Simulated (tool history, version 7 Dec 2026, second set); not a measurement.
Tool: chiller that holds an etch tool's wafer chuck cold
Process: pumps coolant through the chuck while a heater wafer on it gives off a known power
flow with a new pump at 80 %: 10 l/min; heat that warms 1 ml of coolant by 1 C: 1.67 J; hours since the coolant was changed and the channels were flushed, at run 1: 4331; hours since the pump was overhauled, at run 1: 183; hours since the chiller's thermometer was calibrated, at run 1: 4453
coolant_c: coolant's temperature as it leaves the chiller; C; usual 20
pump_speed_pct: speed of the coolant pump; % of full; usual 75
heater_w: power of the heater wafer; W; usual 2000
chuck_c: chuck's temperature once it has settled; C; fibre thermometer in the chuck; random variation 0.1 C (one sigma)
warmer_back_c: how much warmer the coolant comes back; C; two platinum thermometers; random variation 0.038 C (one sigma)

run     day  coolant_c  pump_speed_pct  heater_w  hours since the coolant was changed and the channels were flushed  hours since the pump was overhauled  hours since the chiller's thermometer was calibrated  chuck_c  warmer_back_c
  1       0         20              75      2000                                                               4331                                  183                                                  4453     39.6           7.77
  2   1.671         20              76      2000                                                               4371                                  223                                                  4493     39.4           7.64
  3   2.883         20              81      2000                                                               4400                                  252                                                  4522     38.6           7.09
  4   3.775         20              63      2000                                                               4422                                  273                                                  4543       43           9.27
  5   4.667         20              75      2000                                                               4443                                  295                                                  4565     39.6           7.72
  6   6.362         20              75      2000                                                               4484                                  335                                                  4605     39.6            7.7
  7   7.333         20              75      2000                                                               4507                                  359                                                  4629     39.6           7.72
  8   8.275         20              65      1567                                                               4530                                  381                                                  4651     37.3           6.99
  9   9.375         20              65      1567                                                               4556                                  408                                                  4678     37.2           7.02
 10  10.658         10              70      1554                                                               4587                                  439                                                  4708     26.4           6.43

Forecast each of these 3 alternatives for the next run:
  A  11.688         17              76      2517                                                               4612                                  463                                                  4733        ?              ?
  B  11.688         11              75      2708                                                               4612                                  463                                                  4733        ?              ?
  C  11.688         11              70      2627                                                               4612                                  463                                                  4733        ?              ?

run  chuck_c  warmer_back_c
  A     41.8           9.63
  B       38          10.49
  C     38.7           10.9
Without the tool's hidden state the same runs would have given:
run  chuck_c  warmer_back_c
  A     39.7            9.5
  B     35.7          10.35
  C     36.3          10.76
